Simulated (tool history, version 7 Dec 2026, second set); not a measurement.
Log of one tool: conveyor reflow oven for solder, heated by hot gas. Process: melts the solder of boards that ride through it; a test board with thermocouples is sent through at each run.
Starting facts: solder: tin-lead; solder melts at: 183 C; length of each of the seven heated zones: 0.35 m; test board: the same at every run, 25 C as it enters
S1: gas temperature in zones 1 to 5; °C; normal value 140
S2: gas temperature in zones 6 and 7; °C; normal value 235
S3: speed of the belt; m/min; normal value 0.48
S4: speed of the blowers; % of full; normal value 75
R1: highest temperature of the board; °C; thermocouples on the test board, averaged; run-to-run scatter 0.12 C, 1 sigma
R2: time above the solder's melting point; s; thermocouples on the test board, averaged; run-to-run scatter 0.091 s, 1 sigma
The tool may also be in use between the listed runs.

Run 1, day 0: usual settings. Result: R1 218.3 °C, R2 67.84 s.
At day 1.192: flux residue cleaned out of gas plates and filters.
Run 2, day 1.388: usual settings. Result: R1 219.5 °C, R2 68.94 s.
Run 3, day 3.329: usual settings. Result: R1 219.1 °C, R2 68.75 s.
At day 4.317: thermocouples of zones 6 and 7 changed.
Run 4, day 4.654: usual settings but S3 0.568 m/min. Result: R1 213.7 °C, R2 52.63 s.
Run 5, day 5.462: usual settings but S2 223 °C. Result: R1 208.8 °C, R2 59.11 s.
Run 6, day 6.612: usual settings but S2 223 °C, S3 0.545 m/min. Result: R1 204.9 °C, R2 46.49 s.
Run 7, day 8.4: usual settings but S2 241 °C. Result: R1 223.7 °C, R2 71.96 s.
Run 8, day 10.121: usual settings but S2 241 °C. Result: R1 223.3 °C, R2 71.93 s.
Run 9, day 11.833: usual settings but S2 241 °C. Result: R1 223.1 °C, R2 71.48 s.
At day 12.212: flux residue cleaned out of gas plates and filters.
Run 10, day 13.054: usual settings but S2 241 °C. Result: R1 224.5 °C, R2 72.78 s.
Run 11, day 15.029: usual settings but S2 242 °C. Result: R1 225.3 °C, R2 73.29 s.
Run 12, day 16.679: usual settings but S2 242 °C. Result: R1 224.7 °C, R2 73.35 s.
Run 13, day 18.171: usual settings but S2 242 °C, S4 65 % of full. Result: R1 222.1 °C, R2 70.86 s.
Run 14, day 19.825: usual settings but S2 242 °C, S4 65 % of full. Result: R1 221.9 °C, R2 70.69 s.
Run 15, day 21.342: usual settings but S2 242 °C, S4 65 % of full. Result: R1 221.8 °C, R2 70.45 s.
Run 16, day 22.667: usual settings but S1 149 °C, S2 238 °C. Result: R1 221.8 °C, R2 75.08 s.

For run 17, what comes out?
At day 23.208: flux residue cleaned out of gas plates and filters.
Run 17, day 24.462: usual settings but S1 149 °C, S2 238 °C, S4 78 % of full. Result: R1 ?, R2 ?.

Run 17 gave R1 223.6 °C, R2 76.64 s.
Take away the tool's hidden state, keep the run-to-run variation as it was, and the same run would have given R1 224.6 °C, R2 76.03 s.

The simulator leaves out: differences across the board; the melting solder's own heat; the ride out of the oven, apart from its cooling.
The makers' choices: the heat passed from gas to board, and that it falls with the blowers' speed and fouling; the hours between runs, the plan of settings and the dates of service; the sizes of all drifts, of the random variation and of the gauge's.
